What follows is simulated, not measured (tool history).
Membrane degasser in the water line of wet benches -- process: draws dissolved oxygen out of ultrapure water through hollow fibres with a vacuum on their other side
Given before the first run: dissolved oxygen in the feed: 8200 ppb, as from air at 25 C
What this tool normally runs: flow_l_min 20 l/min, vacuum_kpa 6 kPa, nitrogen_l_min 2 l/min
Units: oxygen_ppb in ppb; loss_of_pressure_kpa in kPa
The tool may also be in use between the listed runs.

| run | hour | flow_l_min | vacuum_kpa | nitrogen_l_min | oxygen_ppb | loss_of_pressure_kpa |
|---|---|---|---|---|---|---|
| 1 | 0 | 20 | 6 | 2 | 113.5 | 64.82 |
| 2 | 62.8 | 20 | 6 | 2 | 111.7 | 64.73 |
| 3 | 135 | 17 | 6 | 2 | 93.4 | 55.11 |
| 4 | 186.9 | 20 | 6 | 2 | 114.9 | 64.56 |
| 5 | 244.8 | 20 | 6 | 2 | 113.3 | 64.75 |
| 6 | 277.5 | 31 | 6 | 2 | 193.3 | 100.06 |
| 7 | 341.4 | 28 | 6 | 2 | 169 | 90.07 |
| 8 | 405.2 | 28 | 6 | 2 | 169.6 | 90.31 |
| 9 | 476.3 | 28 | 6 | 2 | 172.6 | 90.12 |
| 10 | 542.7 | 28 | 6 | 2 | 169.4 | 89.66 |
| 11 | 577.8 | 20 | 6 | 2 | 113.5 | 64.46 |
| 12 | 631.5 | 20 | 14.52 | 2 | 307.4 | 64.47 |
| 13 | 699.4 | 20 | 14.52 | 2 | 307.4 | 64.43 |
| 14 | 741.1 | 20 | 14.52 | 2 | 299.1 | 64.2 |
| 15 | 780.2 | 20 | 6 | 3.13 | 90.7 | 64.48 |
| 16 | 831.3 | 20 | 6 | 3.13 | 89.9 | 63.89 |
|  | 859.4 | seals of the vacuum lines changed |
| 17 | 874.2 | 20 | 6 | 3.13 | 90.6 | 63.97 |
| 18 | 932.1 | 27 | 6.02 | 1.51 | 188.4 | 86.56 |
| 19 | 968.7 | 31 | 6 | 0.98 | 275.7 | 99.12 |
| 20 | 1023 | 24 | 5.75 | 2 | 137.5 | 76.65 |
|  | 1032.9 | vacuum gauge calibrated |
| 21 | 1095.5 | 18 | 4.87 | 2.24 | 72.5 | 57.56 |
| 22 | 1155.5 | 18 | 4.87 | 2.24 | 73 | 57.46 |
| 23 | 1225.4 | 30 | 4.87 | 2.24 | 141.5 | 95.93 |
| 24 | 1268.6 | 18 | 6.51 | 3.25 | 84 | 57.27 |
| 25 | 1312.7 | 20 | 3.75 | 2 | 61.8 | 63.4 |
| 26 | 1376.5 | 20 | 14.75 | 2 | 307.5 | 63.43 |
| 27 | 1448.4 | 28 | 11.81 | 0.89 | 609.5 | 89.15 |
| 28 | 1521.8 | 28 | 11.81 | 0.89 | 603.2 | 88.53 |
| 29 | 1570.3 | 28 | 11.81 | 0.89 | 608.1 | 88.86 |
| 30 | 1614.5 | 28 | 9.47 | 4.32 | 182.6 | 88.99 |
|  | 1647.6 | gauge calibrated |
| 31 | 1688.3 | 16 | 6 | 2.91 | 69.7 | 51.88 |

Predict each of these 4 candidate next runs independently; none follows another, all start after run 31:
| A | 1755.6 | 29 | 6.3 | 5.18 | ? | ? |
| B | 1755.6 | 30 | 6 | 2.91 | ? | ? |
| C | 1755.6 | 16 | 9.34 | 2.91 | ? | ? |
| D | 1755.6 | 16 | 7.74 | 1.13 | ? | ? |

| run | oxygen_ppb | loss_of_pressure_kpa |
|---|---|---|
| A | 129.8 | 93.33 |
| B | 155.8 | 97.65 |
| C | 112.3 | 52.13 |
| D | 180.4 | 51.81 |
Stripped of hidden state, with their random variation kept, the same runs would have yielded:
| run | oxygen_ppb | loss_of_pressure_kpa |
|---|---|---|
| A | 129.7 | 93.46 |
| B | 155.7 | 97.78 |
| C | 112.3 | 52.2 |
| D | 180.4 | 51.88 |
